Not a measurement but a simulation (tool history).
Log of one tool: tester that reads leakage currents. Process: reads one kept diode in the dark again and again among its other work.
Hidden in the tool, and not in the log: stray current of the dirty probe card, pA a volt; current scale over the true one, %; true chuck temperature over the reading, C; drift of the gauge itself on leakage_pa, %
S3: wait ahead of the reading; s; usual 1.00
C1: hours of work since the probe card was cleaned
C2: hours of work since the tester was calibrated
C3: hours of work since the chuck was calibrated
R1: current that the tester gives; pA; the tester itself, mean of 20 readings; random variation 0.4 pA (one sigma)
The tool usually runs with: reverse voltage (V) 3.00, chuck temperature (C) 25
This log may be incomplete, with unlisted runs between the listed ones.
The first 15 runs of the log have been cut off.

Run 16, hour 2279.5: usual settings but chuck temperature (C) 50; C1 2584; C2 887; C3 198. Result: R1 790.26 pA.
Run 17, hour 2371.4: usual settings but chuck temperature (C) 52; C1 2634; C2 936; C3 248. Result: R1 898.03 pA.
Run 18, hour 2457.4: usual settings but chuck temperature (C) 52; C1 2680; C2 983; C3 294. Result: R1 887.20 pA.
Run 19, hour 2645.6: usual settings but chuck temperature (C) 23, S3 0.96 s; C1 2782; C2 1084; C3 396. Result: R1 103.93 pA.
Run 20, hour 2747.5: usual settings but chuck temperature (C) 23, S3 0.96 s; C1 2837; C2 1139; C3 451. Result: R1 103.33 pA.
Run 21, hour 2908.2: usual settings but chuck temperature (C) 23, S3 0.96 s; C1 2923; C2 1226; C3 538. Result: R1 100.85 pA.
Run 22, hour 3057.9: usual settings but chuck temperature (C) 23, S3 0.96 s; C1 3004; C2 1307; C3 618. Result: R1 98.75 pA.
At hour 3206.3: chuck's temperature calibrated.
Run 23, hour 3248.8: usual settings but chuck temperature (C) 23, S3 0.96 s; C1 3106; C2 1409; C3 23. Result: R1 114.27 pA.
Run 24, hour 3429.0: usual settings but reverse voltage (V) 5.99, chuck temperature (C) 46; C1 3204; C2 1506; C3 120. Result: R1 887.83 pA.
Run 25, hour 3579.2: usual settings but reverse voltage (V) 5.99, chuck temperature (C) 46; C1 3285; C2 1587; C3 201. Result: R1 868.54 pA.
Run 26, hour 3665.6: usual settings but reverse voltage (V) 5.99, chuck temperature (C) 46; C1 3331; C2 1634; C3 248. Result: R1 857.56 pA.
Run 27, hour 3763.8: usual settings but reverse voltage (V) 5.99, chuck temperature (C) 46, S3 0.56 s; C1 3384; C2 1687; C3 301. Result: R1 851.70 pA.
Run 28, hour 3859.0: usual settings but reverse voltage (V) 5.99, chuck temperature (C) 46, S3 0.56 s; C1 3436; C2 1738; C3 352. Result: R1 840.83 pA.
Run 29, hour 4043.4: usual settings but reverse voltage (V) 5.99, chuck temperature (C) 46, S3 0.56 s; C1 3535; C2 1838; C3 452. Result: R1 820.85 pA.
Run 30, hour 4151.4: usual settings but reverse voltage (V) 18.21, chuck temperature (C) 32, S3 3.42 s; C1 3594; C2 1896; C3 510. Result: R1 556.86 pA.
Run 31, hour 4336.5: usual settings but chuck temperature (C) 30, S3 4.04 s; C1 3694; C2 1996; C3 610. Result: R1 168.37 pA.
Run 32, hour 4425.9: usual settings but reverse voltage (V) 11.86, chuck temperature (C) 29, S3 1.31 s; C1 3742; C2 2045; C3 659. Result: R1 339.02 pA.
At hour 4497.8: chuck's temperature calibrated.
Run 33, hour 4553.7: usual settings but reverse voltage (V) 11.86, chuck temperature (C) 29, S3 1.31 s; C1 3810; C2 2113; C3 30. Result: R1 400.72 pA.
Run 34, hour 4729.8: usual settings but reverse voltage (V) 11.86, chuck temperature (C) 29, S3 1.31 s; C1 3905; C2 2208; C3 125. Result: R1 391.88 pA.
Run 35, hour 4864.2: usual settings but S3 0.60 s; C1 3977; C2 2280; C3 198. Result: R1 130.34 pA.
At hour 4878.8: probe card cleaned and baked.
Run 36, hour 5010.7: usual settings but S3 0.82 s; C1 71; C2 2358; C3 275. Result: R1 121.28 pA.

Predict each of these 3 candidate next runs independently; none follows another, all start after run 36:
Run A, hour 5184.9: usual settings but S3 0.66 s; C1 165; C2 2452; C3 369. Result: R1 ?.
Run B, hour 5184.9: usual settings but reverse voltage (V) 1.49, S3 0.42 s; C1 165; C2 2452; C3 369. Result: R1 ?.
Run C, hour 5184.9: usual settings but chuck temperature (C) 49, S3 8.03 s; C1 165; C2 2452; C3 369. Result: R1 ?.

run      R1
  A  118.31
  B   80.73
  C  703.01
With no hidden state in the tool, these same runs would have given:
run      R1
  A  131.09
  B   89.51
  C  770.45
